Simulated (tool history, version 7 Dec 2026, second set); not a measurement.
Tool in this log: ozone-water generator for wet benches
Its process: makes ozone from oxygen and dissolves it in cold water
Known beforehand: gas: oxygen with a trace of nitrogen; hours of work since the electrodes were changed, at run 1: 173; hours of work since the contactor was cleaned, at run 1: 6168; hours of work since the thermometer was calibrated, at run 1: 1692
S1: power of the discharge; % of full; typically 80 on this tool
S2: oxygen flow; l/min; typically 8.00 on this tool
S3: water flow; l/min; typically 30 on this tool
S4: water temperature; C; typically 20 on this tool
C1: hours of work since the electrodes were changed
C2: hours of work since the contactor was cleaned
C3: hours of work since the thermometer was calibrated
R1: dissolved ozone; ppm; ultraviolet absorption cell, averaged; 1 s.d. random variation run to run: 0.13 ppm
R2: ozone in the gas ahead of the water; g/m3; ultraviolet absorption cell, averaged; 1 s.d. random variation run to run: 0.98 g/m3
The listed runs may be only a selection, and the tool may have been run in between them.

run   hour  S1    S2  S3  S4   C1    C2    C3    R1     R2
  1    0.0  80  8.00  30  20  173  6168  1692  13.7  169.1
  2   32.1  80  8.00  30  20  199  6194  1718  13.7  167.3
  3   60.3  80  8.00  30  20  222  6217  1741  13.8  168.6
  4   93.5  80  8.00  30  20  249  6244  1768  13.9  167.9
  5  110.0  80  8.00  30  20  263  6257  1781  13.7  165.9
  6  145.3  80  8.00  30  20  291  6286  1810  13.9  168.7
  7  168.0  80  8.00  30  17  310  6305  1828  14.0  169.1
  8  199.2  80  8.00  41  20  335  6330  1854   9.7  169.0
  9  231.7  80  8.00  41  20  362  6356  1880   9.7  168.9

What will run 10 give?
 10  253.8  80  5.09  41  20  380  6374  1898   ?   ?

R1: 8.2 ppm
R2: 192.3 g/m3
Without the tool's hidden state the same run would have given R1 9.0 ppm, R2 193.0 g/m3.

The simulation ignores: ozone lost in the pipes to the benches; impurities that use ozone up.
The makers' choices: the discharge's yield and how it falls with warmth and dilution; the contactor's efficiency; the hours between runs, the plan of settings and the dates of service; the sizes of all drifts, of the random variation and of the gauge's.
